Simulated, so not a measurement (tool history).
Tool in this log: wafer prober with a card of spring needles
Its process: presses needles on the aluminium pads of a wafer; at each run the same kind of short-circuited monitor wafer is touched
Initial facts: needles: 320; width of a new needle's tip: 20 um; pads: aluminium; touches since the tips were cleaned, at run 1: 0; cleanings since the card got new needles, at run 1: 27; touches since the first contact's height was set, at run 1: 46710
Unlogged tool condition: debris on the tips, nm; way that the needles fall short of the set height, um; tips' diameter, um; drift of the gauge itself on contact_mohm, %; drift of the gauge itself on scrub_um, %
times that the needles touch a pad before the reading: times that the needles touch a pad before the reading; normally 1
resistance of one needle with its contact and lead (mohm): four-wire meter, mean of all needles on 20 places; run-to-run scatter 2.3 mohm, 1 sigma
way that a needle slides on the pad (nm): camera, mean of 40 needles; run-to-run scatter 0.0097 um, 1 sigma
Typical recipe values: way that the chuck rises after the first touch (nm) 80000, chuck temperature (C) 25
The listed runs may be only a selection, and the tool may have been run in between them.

run   hour  way that the chuck rises after the first touch (nm)  chuck temperature (C)  times that the needles touch a pad before the reading  touches since the tips were cleaned  cleanings since the card got new needles  touches since the first contact's height was set  resistance of one needle with its contact and lead (mohm)  way that a needle slides on the pad (nm)
  1    0.0                                                80000                     25                                                      1                                    0                                        27                                             46710                                                        254                                     12401
  2   16.4                                                80000                     25                                                      1                                 5598                                        27                                             52308                                                        257                                     12394
      21.9  -- tips cleaned on abrasive film
  3   27.8                                                80000                     25                                                      1                                 2016                                        28                                             56173                                                        254                                     12391
      42.6  -- tips cleaned on abrasive film
  4   50.5                                                80000                     80                                                      1                                 2733                                        29                                             63930                                                        272                                     12395
      63.7  -- tips cleaned on abrasive film
  5   68.3                                                66000                     25                                                      1                                 1559                                        30                                             69971                                                        259                                     10216
      85.7  -- tips cleaned on abrasive film
  6   88.2                                                66000                     25                                                      1                                  843                                        31                                             76731                                                        256                                     10222
  7  101.6                                                80000                     25                                                      1                                 5444                                        31                                             81332                                                        255                                     12379
     108.4  -- tips cleaned on abrasive film
  8  117.8                                                80000                     25                                                      1                                 3230                                        32                                             86844                                                        254                                     12386
     129.9  -- tips cleaned on abrasive film
  9  137.2                                                80000                     25                                                      1                                 2522                                        33                                             93442                                                        258                                     12370
     150.9  -- tips cleaned on abrasive film
 10  158.1                                                82000                     25                                                      1                                 2491                                        34                                            100564                                                        254                                     12695
     172.9  -- tips cleaned on abrasive film
 11  180.9                                                82000                     25                                                      1                                 2757                                        35                                            108324                                                        255                                     12688
 12  193.3                                                77000                     25                                                      1                                 6987                                        35                                            112554                                                        258                                     11927
     194.9  -- tips cleaned on abrasive film
 13  212.8                                                77000                     25                                                      1                                 6124                                        36                                            119197                                                        257                                     11936
     215.7  -- tips cleaned on abrasive film
 14  233.7                                                77000                     25                                                      1                                 6166                                        37                                            126298                                                        252                                     11925
     237.0  -- tips cleaned on abrasive film
 15  248.3                                                88000                     25                                                      1                                 3853                                        38                                            131254                                                        251                                     13620
     257.9  -- tips cleaned on abrasive film
 16  269.3                                                80000                     86                                                      1                                 3921                                        39                                            138428                                                        268                                     12376
     278.7  -- tips cleaned on abrasive film
 17  282.0                                                80000                     86                                                      1                                 1118                                        40                                            142711                                                        266                                     12385
     299.3  -- tips cleaned on abrasive film
 18  301.3                                                80000                     86                                                      1                                  666                                        41                                            149278                                                        273                                     12395
 19  312.3                                                73000                     50                                                      1                                 4428                                        41                                            153040                                                        262                                     11313
     320.2  -- tips cleaned on abrasive film
 20  331.4                                                62000                    120                                                      2                                 3859                                        42                                            159565                                                        285                                      9602
     340.9  -- tips cleaned on abrasive film
 21  353.1                                                62000                    120                                                      2                                 4185                                        43                                            166954                                                        288                                      9596
     361.7  -- tips cleaned on abrasive film
 22  363.4                                                91000                     34                                                      3                                  594                                        44                                            170432                                                        254                                     14105
     383.2  -- tips cleaned on abrasive film
 23  384.0                                                70000                     46                                                      3                                  269                                        45                                            177425                                                        258                                     10839
     397.8  -- height of the first contact set anew
 24  403.1                                                80000                     69                                                      1                                 6705                                        45                                              1797                                                        263                                     12376
     404.9  -- tips cleaned on abrasive film
 25  414.8                                                91000                     27                                                      1                                 3418                                        46                                              5793                                                        252                                     14085
     425.6  -- tips cleaned on abrasive film
 26  435.8                                                91000                     27                                                      1                                 3497                                        47                                             12924                                                        254                                     14101
     446.3  -- tips cleaned on abrasive film
 27  455.8                                                92000                    101                                                      1                                 3259                                        48                                             19727                                                        270                                     14239
     468.0  -- tips cleaned on abrasive film
 28  478.9                                                64000                     76                                                      1                                 3725                                        49                                             27586                                                        267                                      9916
     489.6  -- tips cleaned on abrasive film
 29  492.4                                                64000                     76                                                      1                                  976                                        50                                             32199                                                        272                                      9904

Estimate the outcome of run 30 from the log above:
 30  503.4                                                64000                     76                                                      1                                 4720                                        50                                             35943                                                          ?                                         ?

{"run 30": {"resistance of one needle with its contact and lead (mohm)": 271, "way that a needle slides on the pad (nm)": 9905}}
Had the tool carried no hidden state, the very same run would have given resistance of one needle with its contact and lead (mohm) 270, way that a needle slides on the pad (nm) 9905.
